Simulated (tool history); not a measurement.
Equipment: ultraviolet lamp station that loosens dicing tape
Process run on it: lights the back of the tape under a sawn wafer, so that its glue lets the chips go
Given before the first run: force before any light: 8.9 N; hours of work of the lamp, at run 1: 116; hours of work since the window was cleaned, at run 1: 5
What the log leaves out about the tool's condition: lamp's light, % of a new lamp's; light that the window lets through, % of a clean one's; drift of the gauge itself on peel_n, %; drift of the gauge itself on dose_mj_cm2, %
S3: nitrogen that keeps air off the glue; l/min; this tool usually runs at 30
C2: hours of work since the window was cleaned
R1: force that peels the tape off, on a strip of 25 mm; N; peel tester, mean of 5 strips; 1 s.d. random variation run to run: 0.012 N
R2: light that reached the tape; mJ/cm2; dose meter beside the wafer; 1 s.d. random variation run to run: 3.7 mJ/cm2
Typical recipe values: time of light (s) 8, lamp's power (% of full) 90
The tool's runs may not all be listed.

{"run": 1, "hour": 0.0, "time of light (s)": 8, "lamp's power (% of full)": 90, "S3": 30, "hours of work of the lamp": 116, "C2": 5, "R1": 0.56, "R2": 632}
{"run": 2, "hour": 15.8, "time of light (s)": 8, "lamp's power (% of full)": 90, "S3": 30, "hours of work of the lamp": 123, "C2": 12, "R1": 0.573, "R2": 621}
{"run": 3, "hour": 27.1, "time of light (s)": 8, "lamp's power (% of full)": 90, "S3": 30, "hours of work of the lamp": 128, "C2": 17, "R1": 0.548, "R2": 617}
{"run": 4, "hour": 50.5, "time of light (s)": 8, "lamp's power (% of full)": 90, "S3": 30, "hours of work of the lamp": 138, "C2": 27, "R1": 0.574, "R2": 622}
{"run": 5, "hour": 70.3, "time of light (s)": 8, "lamp's power (% of full)": 90, "S3": 30, "hours of work of the lamp": 147, "C2": 36, "R1": 0.574, "R2": 624}
{"run": 6, "hour": 85.3, "time of light (s)": 8, "lamp's power (% of full)": 90, "S3": 30, "hours of work of the lamp": 154, "C2": 43, "R1": 0.556, "R2": 618}
{"run": 7, "hour": 110.8, "time of light (s)": 8, "lamp's power (% of full)": 79, "S3": 29, "hours of work of the lamp": 165, "C2": 54, "R1": 0.753, "R2": 548}
{"run": 8, "hour": 131.1, "time of light (s)": 8, "lamp's power (% of full)": 73, "S3": 27, "hours of work of the lamp": 174, "C2": 63, "R1": 0.992, "R2": 503}

What will run 9 give?
{"run": 9, "hour": 150.9, "time of light (s)": 16, "lamp's power (% of full)": 82, "S3": 30, "hours of work of the lamp": 183, "C2": 72, "R1": "?", "R2": "?"}

R1: 0.165 N
R2: 1138 mJ/cm2
If the tool had no hidden condition, the same run with the same run-to-run variation would have returned R1 0.164 N, R2 1149 mJ/cm2.

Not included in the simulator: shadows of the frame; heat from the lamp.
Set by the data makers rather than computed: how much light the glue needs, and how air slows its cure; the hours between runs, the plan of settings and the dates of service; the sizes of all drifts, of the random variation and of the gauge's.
